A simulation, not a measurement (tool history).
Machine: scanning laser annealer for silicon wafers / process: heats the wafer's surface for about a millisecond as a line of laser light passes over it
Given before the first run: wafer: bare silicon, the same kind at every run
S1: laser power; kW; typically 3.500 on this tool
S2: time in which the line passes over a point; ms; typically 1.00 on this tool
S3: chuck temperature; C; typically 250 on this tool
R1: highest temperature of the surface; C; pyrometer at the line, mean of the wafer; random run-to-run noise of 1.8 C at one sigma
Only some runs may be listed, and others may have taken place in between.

run	hour	S1	S2	S3	R1
1	0.0	3.500	1.00	250	1078
2	18.8	3.500	1.00	244	1072
3	39.7	3.500	1.00	273	1100
4	66.8	3.500	1.00	273	1101
5	89.7	3.500	1.00	273	1100
6	109.5	3.500	1.00	274	1102
# hour 128.1: optics aligned, line set to its width
7	128.1	3.500	1.00	236	1066
8	140.8	3.500	1.00	236	1064
9	168.6	3.500	1.16	250	1152
10	195.2	3.500	1.16	250	1156
11	211.7	3.500	1.16	250	1153
12	241.6	3.500	1.16	250	1156
13	254.7	3.500	1.16	250	1155
14	284.0	3.500	1.16	250	1152
15	300.3	3.500	1.16	250	1150
16	313.6	3.500	1.16	250	1151
17	338.5	3.500	1.16	250	1156
18	352.2	3.131	1.00	250	969
19	365.1	3.131	1.00	250	971
20	389.3	3.131	1.00	250	971
21	418.8	3.500	0.95	250	1055
22	443.6	3.500	0.93	238	1035
23	473.3	3.653	0.86	238	1035
24	491.2	3.769	0.86	262	1090
25	515.3	3.656	0.99	240	1109
26	534.1	3.656	0.99	240	1109
27	561.3	3.656	0.99	240	1106
28	576.1	3.367	0.98	240	1021
29	602.7	3.367	0.98	240	1023
30	616.6	3.515	1.14	263	1162
31	641.4	3.515	1.14	263	1161
32	665.5	3.714	1.00	250	1142
33	684.8	3.521	0.82	222	963
34	701.5	3.790	1.17	259	1262
35	728.8	3.500	1.23	250	1185
36	748.1	3.500	0.75	238	939
37	764.0	3.500	1.00	288	1116
38	781.7	3.500	1.00	288	1114
39	802.1	3.500	1.00	288	1115
40	822.3	3.500	1.23	238	1174
# hour 846.8: window over the wafer cleaned
41	847.9	3.500	1.23	238	1170
42	872.8	3.500	1.23	238	1169

Below are 3 alternative next runs, each starting from the tool's condition after run 42. Predict each:
A	885.8	3.690	1.22	289	?
B	885.8	3.134	1.23	238	?
C	885.8	3.500	1.23	214	?

run	R1
A	1283
B	1056
C	1146
With the hidden condition removed and each run's random variation left untouched, the same runs would have given:
run	R1
A	1284
B	1056
C	1146
